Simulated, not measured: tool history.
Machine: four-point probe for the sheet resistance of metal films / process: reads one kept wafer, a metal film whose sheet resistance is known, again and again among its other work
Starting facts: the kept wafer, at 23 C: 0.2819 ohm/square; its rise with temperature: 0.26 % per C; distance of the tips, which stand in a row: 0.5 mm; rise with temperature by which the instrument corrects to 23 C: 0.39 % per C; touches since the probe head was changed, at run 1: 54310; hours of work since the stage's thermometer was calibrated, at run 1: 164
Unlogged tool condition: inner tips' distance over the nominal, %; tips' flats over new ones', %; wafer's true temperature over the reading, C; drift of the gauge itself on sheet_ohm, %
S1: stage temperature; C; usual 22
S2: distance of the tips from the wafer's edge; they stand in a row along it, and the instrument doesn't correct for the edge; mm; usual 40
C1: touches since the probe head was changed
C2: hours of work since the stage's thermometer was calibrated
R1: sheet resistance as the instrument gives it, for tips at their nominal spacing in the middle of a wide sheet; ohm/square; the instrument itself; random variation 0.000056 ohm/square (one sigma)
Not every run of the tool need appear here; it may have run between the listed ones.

run	hour	S1	S2	C1	C2	R1
1	0	22	40	54310	164	0.283136
2	22.6	22	22	55100	180	0.283148
3	39.7	22	10	55694	192	0.283373
4	60.4	22	10	56418	207	0.283544
5	79.5	22	40	57086	220	0.283024
6	93.6	22	26	57578	230	0.283091
7	116.1	22	26	58362	246	0.283161
8	135.8	22	10	59048	259	0.283457
9	163.3	22	10	60009	279	0.283542
10	179.3	22	10	60565	290	0.283557
11	202.7	22	10	61382	306	0.283541
# hour 204.7: stage's thermometer calibrated
12	217.5	22	10	61881	9	0.28344
13	244.1	22	10	62810	28	0.283567
14	259.9	22	10	63362	39	0.283515
15	289.2	22	40	64385	59	0.283193
# hour 307.2: stage's thermometer calibrated, once more
16	307.7	22	7	65012	0	0.284233
17	331.9	30	5	65857	17	0.281788
18	350.6	24	5	66509	30	0.284174
19	365	24	5	67012	41	0.284187
20	392.9	21	5	67987	60	0.285369
21	415.4	25	4	68772	76	0.284603
22	445.4	24	5	69819	97	0.284092
23	461.1	29	30	70363	108	0.280668
24	484.2	24	7	71172	124	0.283431
25	503.2	24	7	71833	137	0.283489
26	528.4	24	7	72712	155	0.28345
27	552.6	22	44	73556	172	0.283415
28	582.6	22	5	74603	193	0.284927
29	602	22	5	75283	207	0.285009
30	632.6	23	13	76350	228	0.283399
31	648.6	33	9	76907	239	0.279794

What if the next run were any one of these 3? Each begins from the tool's condition after run 31:
A	663.5	33	29	77428	250	?
B	663.5	32	8	77428	250	?
C	663.5	20	72	77428	250	?

run	R1
A	0.279443
B	0.280293
C	0.284235
What these runs would have given with no unlogged condition in the tool:
run	R1
A	0.278214
B	0.279061
C	0.282988
